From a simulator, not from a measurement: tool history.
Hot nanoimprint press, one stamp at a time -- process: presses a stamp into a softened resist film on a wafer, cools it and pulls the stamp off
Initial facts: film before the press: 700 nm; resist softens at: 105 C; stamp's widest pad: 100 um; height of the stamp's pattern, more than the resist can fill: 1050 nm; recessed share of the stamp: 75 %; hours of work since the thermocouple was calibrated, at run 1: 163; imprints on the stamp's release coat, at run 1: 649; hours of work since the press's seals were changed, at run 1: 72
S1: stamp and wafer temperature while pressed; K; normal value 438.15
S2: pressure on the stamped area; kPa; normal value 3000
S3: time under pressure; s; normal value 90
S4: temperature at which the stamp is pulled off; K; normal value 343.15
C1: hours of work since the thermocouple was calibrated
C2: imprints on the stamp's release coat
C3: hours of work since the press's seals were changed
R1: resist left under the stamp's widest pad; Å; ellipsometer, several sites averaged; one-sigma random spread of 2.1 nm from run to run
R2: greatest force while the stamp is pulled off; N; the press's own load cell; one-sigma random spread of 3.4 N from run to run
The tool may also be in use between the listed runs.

{"run": 1, "hour": 0.0, "S1": 438.15, "S2": 3000, "S3": 90, "S4": 343.15, "C1": 163, "C2": 649, "C3": 72, "R1": 3440, "R2": 188}
{"run": 2, "hour": 4.5, "S1": 438.15, "S2": 3000, "S3": 90, "S4": 343.15, "C1": 165, "C2": 660, "C3": 74, "R1": 3472, "R2": 196}
{"run": 3, "hour": 11.4, "S1": 438.15, "S2": 3000, "S3": 90, "S4": 343.15, "C1": 167, "C2": 678, "C3": 76, "R1": 3434, "R2": 193}
{"run": 4, "hour": 20.2, "S1": 438.15, "S2": 3000, "S3": 90, "S4": 343.15, "C1": 171, "C2": 701, "C3": 80, "R1": 3490, "R2": 202}
{"run": 5, "hour": 24.5, "S1": 438.15, "S2": 3000, "S3": 90, "S4": 343.15, "C1": 173, "C2": 712, "C3": 82, "R1": 3457, "R2": 195}
{"run": 6, "hour": 29.1, "S1": 438.15, "S2": 3590, "S3": 90, "S4": 343.15, "C1": 175, "C2": 724, "C3": 84, "R1": 3174, "R2": 195}
{"run": 7, "hour": 37.8, "S1": 438.15, "S2": 3590, "S3": 55, "S4": 343.15, "C1": 178, "C2": 746, "C3": 87, "R1": 3824, "R2": 197}
{"run": 8, "hour": 46.0, "S1": 438.15, "S2": 3630, "S3": 55, "S4": 343.15, "C1": 181, "C2": 767, "C3": 90, "R1": 3762, "R2": 198}
{"run": 9, "hour": 51.6, "S1": 438.15, "S2": 3630, "S3": 55, "S4": 343.15, "C1": 184, "C2": 781, "C3": 93, "R1": 3838, "R2": 199}
{"run": 10, "hour": 59.9, "S1": 438.15, "S2": 3630, "S3": 55, "S4": 343.15, "C1": 187, "C2": 802, "C3": 96, "R1": 3798, "R2": 206}
{"run": 11, "hour": 67.7, "S1": 438.15, "S2": 3000, "S3": 90, "S4": 343.15, "C1": 190, "C2": 822, "C3": 99, "R1": 3496, "R2": 206}
{"run": 12, "hour": 74.0, "S1": 438.15, "S2": 2660, "S3": 90, "S4": 343.15, "C1": 193, "C2": 838, "C3": 102, "R1": 3652, "R2": 200}
{"hour": 77.9, "done": "plate thermocouple calibrated"}
{"run": 13, "hour": 82.7, "S1": 438.15, "S2": 2660, "S3": 90, "S4": 343.15, "C1": 2, "C2": 853, "C3": 104, "R1": 3710, "R2": 202}
{"run": 14, "hour": 90.8, "S1": 437.15, "S2": 3000, "S3": 90, "S4": 343.15, "C1": 5, "C2": 874, "C3": 107, "R1": 3765, "R2": 200}
{"run": 15, "hour": 95.1, "S1": 438.15, "S2": 2190, "S3": 177, "S4": 343.15, "C1": 7, "C2": 885, "C3": 109, "R1": 3175, "R2": 206}
{"hour": 103.7, "done": "plate thermocouple calibrated, once more"}
{"run": 16, "hour": 106.4, "S1": 438.15, "S2": 2260, "S3": 91, "S4": 343.15, "C1": 1, "C2": 906, "C3": 112, "R1": 3797, "R2": 219}
{"run": 17, "hour": 110.9, "S1": 438.15, "S2": 2260, "S3": 91, "S4": 343.15, "C1": 3, "C2": 917, "C3": 114, "R1": 3772, "R2": 197}
{"run": 18, "hour": 115.8, "S1": 438.15, "S2": 2260, "S3": 91, "S4": 343.15, "C1": 5, "C2": 930, "C3": 116, "R1": 3795, "R2": 204}
{"run": 19, "hour": 123.9, "S1": 445.15, "S2": 2150, "S3": 66, "S4": 339.15, "C1": 8, "C2": 951, "C3": 119, "R1": 3148, "R2": 225}
{"run": 20, "hour": 131.2, "S1": 449.15, "S2": 3250, "S3": 64, "S4": 339.15, "C1": 11, "C2": 969, "C3": 122, "R1": 2129, "R2": 218}
{"run": 21, "hour": 140.6, "S1": 437.15, "S2": 3250, "S3": 131, "S4": 339.15, "C1": 15, "C2": 993, "C3": 126, "R1": 3000, "R2": 225}

Run 22 has not been measured yet. What should we expect?
{"run": 22, "hour": 147.4, "S1": 446.15, "S2": 3000, "S3": 90, "S4": 335.15, "C1": 18, "C2": 1011, "C3": 129, "R1": "?", "R2": "?"}

{"run 22": {"R1": 2273, "R2": 243}}
Without the tool's hidden state the same run would have given R1 2241 Å, R2 185 N.
